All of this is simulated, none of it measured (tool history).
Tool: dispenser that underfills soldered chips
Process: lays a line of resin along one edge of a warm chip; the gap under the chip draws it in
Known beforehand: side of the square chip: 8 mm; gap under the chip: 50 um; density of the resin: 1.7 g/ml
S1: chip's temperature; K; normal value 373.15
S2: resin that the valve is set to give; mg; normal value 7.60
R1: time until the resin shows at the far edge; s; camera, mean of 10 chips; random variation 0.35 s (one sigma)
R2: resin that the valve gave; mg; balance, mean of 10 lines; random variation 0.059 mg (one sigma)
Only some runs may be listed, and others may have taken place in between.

| run | hour | S1 | S2 | R1 | R2 |
|---|---|---|---|---|---|
| 1 | 0.0 | 373.15 | 7.60 | 36.3 | 7.10 |
|  | 4.5 | new syringe of resin |
| 2 | 4.6 | 373.15 | 7.60 | 17.2 | 7.09 |
| 3 | 12.3 | 373.15 | 7.60 | 29.8 | 7.02 |
| 4 | 17.8 | 373.15 | 7.60 | 42.4 | 7.00 |
|  | 20.3 | new syringe of resin |
| 5 | 26.8 | 373.15 | 7.60 | 27.0 | 6.98 |
| 6 | 32.3 | 373.15 | 7.60 | 37.9 | 6.90 |
|  | 35.9 | new syringe of resin |
| 7 | 41.3 | 373.15 | 7.60 | 24.4 | 6.96 |
|  | 42.9 | dispensing valve cleaned and set on the balance |
| 8 | 46.6 | 373.15 | 7.60 | 31.9 | 7.63 |
|  | 52.5 | new syringe of resin |
| 9 | 54.4 | 361.15 | 7.60 | 30.9 | 7.56 |
| 10 | 62.3 | 373.15 | 7.60 | 33.0 | 7.56 |
|  | 68.0 | new syringe of resin |
| 11 | 71.4 | 373.15 | 7.60 | 21.7 | 7.45 |
| 12 | 75.6 | 373.15 | 8.10 | 29.0 | 7.89 |
| 13 | 79.3 | 373.15 | 8.10 | 36.4 | 7.87 |
|  | 83.7 | new syringe of resin |
| 14 | 85.9 | 367.15 | 8.69 | 23.0 | 8.34 |
| 15 | 91.1 | 372.15 | 9.39 | 28.3 | 9.04 |
|  | 99.0 | new syringe of resin |
| 16 | 99.6 | 383.15 | 8.62 | 10.6 | 8.29 |
| 17 | 107.6 | 388.15 | 7.59 | 17.1 | 7.19 |
| 18 | 113.9 | 388.15 | 7.59 | 25.4 | 7.11 |
|  | 114.6 | new syringe of resin |
| 19 | 119.5 | 388.15 | 7.59 | 12.9 | 7.17 |
| 20 | 127.2 | 388.15 | 7.59 | 22.4 | 7.22 |
|  | 130.2 | new syringe of resin |
| 21 | 134.0 | 366.15 | 9.77 | 27.9 | 9.10 |
| 22 | 139.4 | 366.15 | 9.77 | 39.8 | 9.07 |
|  | 145.9 | new syringe of resin |
| 23 | 146.3 | 366.15 | 9.77 | 23.2 | 9.18 |
| 24 | 150.2 | 366.15 | 9.77 | 28.9 | 8.99 |

3 ways to go on from here, each from the tool as it stands after run 24. What would each give?
| A | 155.5 | 366.15 | 7.92 | ? | ? |
| B | 155.5 | 373.15 | 8.89 | ? | ? |
| C | 155.5 | 384.15 | 7.70 | ? | ? |

| run | R1 | R2 |
|---|---|---|
| A | 44.8 | 7.28 |
| B | 32.3 | 8.19 |
| C | 21.3 | 7.08 |
What these runs would have given with no unlogged condition in the tool:
| run | R1 | R2 |
|---|---|---|
| A | 24.2 | 7.92 |
| B | 17.4 | 8.90 |
| C | 11.4 | 7.70 |

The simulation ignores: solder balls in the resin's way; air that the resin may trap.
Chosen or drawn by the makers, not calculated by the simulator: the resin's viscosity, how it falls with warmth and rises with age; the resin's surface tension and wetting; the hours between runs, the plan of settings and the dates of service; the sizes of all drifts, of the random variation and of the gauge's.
